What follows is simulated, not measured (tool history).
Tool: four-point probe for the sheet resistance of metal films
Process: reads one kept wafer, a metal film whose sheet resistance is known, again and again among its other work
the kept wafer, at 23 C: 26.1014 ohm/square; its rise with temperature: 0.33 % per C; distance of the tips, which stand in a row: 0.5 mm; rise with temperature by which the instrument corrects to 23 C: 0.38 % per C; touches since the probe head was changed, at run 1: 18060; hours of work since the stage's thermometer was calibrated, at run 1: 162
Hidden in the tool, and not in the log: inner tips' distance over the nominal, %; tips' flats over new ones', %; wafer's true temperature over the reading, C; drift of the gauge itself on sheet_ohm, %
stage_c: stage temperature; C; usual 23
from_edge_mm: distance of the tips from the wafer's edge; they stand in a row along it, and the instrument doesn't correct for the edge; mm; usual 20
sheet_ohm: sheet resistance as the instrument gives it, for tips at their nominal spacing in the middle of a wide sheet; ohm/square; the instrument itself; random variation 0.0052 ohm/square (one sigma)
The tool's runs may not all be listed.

run	hour	stage_c	from_edge_mm	touches since the probe head was changed	hours of work since the stage's thermometer was calibrated	sheet_ohm
1	0.0	23	20	18060	162	26.072290
2	23.4	23	20	18450	175	26.080011
3	67.5	23	16	19182	199	26.076148
4	110.7	23	20	19900	222	26.070379
5	140.9	23	20	20400	239	26.074705
6	166.4	23	20	20824	253	26.070701
7	206.3	19	20	21487	274	26.120644
8	256.2	19	20	22316	301	26.101047
9	297.1	19	20	22996	324	26.112436
10	339.8	19	20	23705	347	26.120852
11	392.8	19	20	24584	376	26.111589
12	421.0	19	20	25053	391	26.109706
13	454.7	23	20	25614	409	26.059511
14	483.2	23	20	26087	425	26.049321
15	519.1	23	20	26683	444	26.053371
16	557.1	23	20	27313	465	26.051211
17	580.4	23	20	27702	477	26.060076
18	610.0	32	20	28193	494	25.943739
19	645.4	21	20	28781	513	26.069429
20	684.4	21	20	29429	534	26.076033
21	728.9	21	20	30168	558	26.075322
22	762.9	21	20	30732	577	26.077650
23	795.9	21	20	31280	595	26.071837
24	830.7	21	20	31859	613	26.071348
25	853.7	32	5	32240	626	26.060447
26	902.0	32	5	33042	652	26.054126
27	933.1	32	5	33558	669	26.054020
28	972.6	32	12	34214	690	25.946752
29	1013.2	32	12	34889	713	25.934370
30	1052.4	19	4	35541	734	26.307433
31	1095.7	21	12	36260	757	26.070389
32	1130.3	21	12	36835	776	26.060932
33	1177.9	21	12	37626	802	26.060372
34	1210.2	23	8	38161	820	26.071412
35	1231.8	30	36	38520	831	25.934984
36	1262.9	21	41	39038	848	26.045669
37	1307.3	25	7	39775	872	26.063144
38	1332.9	25	7	40199	886	26.049990
39	1362.7	25	7	40694	902	26.060556
40	1400.2	32	7	41318	923	25.970157
41	1436.8	32	38	41925	943	25.895009
42	1459.5	34	4	42302	955	26.096873
43	1481.1	30	5	42661	967	26.062296
44	1510.2	28	18	43145	983	25.956910
45	1564.0	24	44	44039	1012	25.998951
46	1602.2	27	9	44673	1033	25.994800

Forecast each of these 3 alternatives for the next run:
A	1629.9	27	63	45133	1048	?
B	1629.9	19	75	45133	1048	?
C	1629.9	20	52	45133	1048	?

run	sheet_ohm
A	25.961063
B	26.052042
C	26.042561
Without the tool's hidden state the same runs would have given:
run	sheet_ohm
A	26.058818
B	26.149361
C	26.139945

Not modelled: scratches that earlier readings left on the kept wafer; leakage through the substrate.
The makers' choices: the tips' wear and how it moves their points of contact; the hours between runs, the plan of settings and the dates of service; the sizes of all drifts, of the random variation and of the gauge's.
